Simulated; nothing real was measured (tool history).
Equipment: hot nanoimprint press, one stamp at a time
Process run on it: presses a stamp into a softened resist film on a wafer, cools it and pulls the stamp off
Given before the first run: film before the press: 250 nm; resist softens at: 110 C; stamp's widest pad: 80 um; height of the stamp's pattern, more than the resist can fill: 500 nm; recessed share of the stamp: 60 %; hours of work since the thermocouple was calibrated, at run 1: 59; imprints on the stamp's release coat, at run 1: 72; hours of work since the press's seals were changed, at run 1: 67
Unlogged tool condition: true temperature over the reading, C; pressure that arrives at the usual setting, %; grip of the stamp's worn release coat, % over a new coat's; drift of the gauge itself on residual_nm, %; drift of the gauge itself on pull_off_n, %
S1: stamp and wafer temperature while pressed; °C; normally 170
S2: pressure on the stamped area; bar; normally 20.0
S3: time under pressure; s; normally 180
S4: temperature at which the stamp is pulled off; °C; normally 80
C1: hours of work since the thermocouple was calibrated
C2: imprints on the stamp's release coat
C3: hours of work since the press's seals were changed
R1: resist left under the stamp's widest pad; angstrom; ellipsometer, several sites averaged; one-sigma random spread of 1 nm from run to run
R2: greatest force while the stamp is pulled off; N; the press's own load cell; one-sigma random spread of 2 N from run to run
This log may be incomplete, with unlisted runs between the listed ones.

run	hour	S1	S2	S3	S4	C1	C2	C3	R1	R2
1	0.0	170	20.0	180	80	59	72	67	1545	133
2	8.0	170	20.0	180	80	63	87	71	1563	131
3	13.3	170	20.0	180	80	66	98	74	1535	133
4	22.5	170	20.0	180	80	70	116	79	1529	135
5	27.6	170	20.0	180	80	73	127	81	1560	133
6	36.1	170	20.0	180	80	78	144	86	1541	131
7	41.8	170	20.0	180	71	80	155	89	1546	143
8	46.6	170	20.0	180	80	83	165	91	1559	139
9	54.6	170	30.5	180	80	87	181	95	1336	138
10	62.5	167	20.0	180	80	91	196	99	1784	135
11	67.7	172	20.0	134	80	94	207	102	1527	134
12	76.7	171	20.0	117	80	99	225	107	1678	135
13	84.2	173	28.8	108	83	102	240	111	1369	132
14	89.1	175	28.8	108	83	105	250	113	1227	133
15	95.1	175	28.8	108	83	108	262	116	1235	133
16	99.4	175	28.8	108	83	110	270	119	1232	135

Below are 3 alternative next runs, each starting from the tool's condition after run 16. Predict each:
A	105.3	175	28.8	273	83	113	282	122	?	?
B	105.3	166	20.0	101	87	113	282	122	?	?
C	105.3	170	23.6	110	80	113	282	122	?	?

run	R1	R2
A	846	133
B	2055	131
C	1696	135
Take away the tool's hidden state, keep each run's random variation, and the runs would have read:
run	R1	R2
A	805	126
B	2012	123
C	1639	127
